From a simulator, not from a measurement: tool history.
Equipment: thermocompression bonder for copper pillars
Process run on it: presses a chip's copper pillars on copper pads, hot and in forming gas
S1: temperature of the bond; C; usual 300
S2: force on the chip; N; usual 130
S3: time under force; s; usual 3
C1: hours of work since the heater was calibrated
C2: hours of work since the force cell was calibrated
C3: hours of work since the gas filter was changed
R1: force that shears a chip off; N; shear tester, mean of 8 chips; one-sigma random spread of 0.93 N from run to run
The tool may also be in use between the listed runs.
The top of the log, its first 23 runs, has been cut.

run,hour,S1,S2,S3,C1,C2,C3,R1
24,554.1,300,116,3,1046,876,46,66.6
25,573.4,300,86,5,1060,890,60,66.5
# hour 598.8: heater calibrated with a thermocouple chip
26,605.5,328,105,3,5,913,83,82.9
27,619.1,291,109,3,15,923,93,62.6
28,646.1,291,109,3,36,944,114,60.8
29,674.9,291,109,3,57,965,135,61.8
30,701.4,287,155,2,77,985,155,61.9
31,728.5,287,155,2,97,1005,175,62.3
32,755.5,281,124,3,118,1026,196,58.6
33,774.3,305,109,5,132,1040,210,83.2
34,789.4,317,84,6,143,1051,221,82.4
35,808.6,300,122,2,157,1065,235,61.4
36,842.3,328,122,2,183,1091,261,76.1
37,863.2,328,122,2,198,1106,276,76.9
# hour 875.0: forming gas filter changed
38,880.1,306,130,3,211,1119,4,77.7
39,904.6,300,125,3,229,1137,22,70.6
40,937.4,305,112,5,254,1162,47,82.9

Below are 4 alternative next runs, each starting from the tool's condition after run 40. Predict each:
A,960.5,300,181,3,271,1179,64,?
B,960.5,289,108,2,271,1179,64,?
C,960.5,305,143,4,271,1179,64,?
D,960.5,314,124,5,271,1179,64,?

run,R1
A,85.3
B,50.3
C,85.6
D,92.3
Without the tool's unlogged condition, the same runs would have read:
run,R1
A,91.1
B,55.0
C,91.4
D,98.0

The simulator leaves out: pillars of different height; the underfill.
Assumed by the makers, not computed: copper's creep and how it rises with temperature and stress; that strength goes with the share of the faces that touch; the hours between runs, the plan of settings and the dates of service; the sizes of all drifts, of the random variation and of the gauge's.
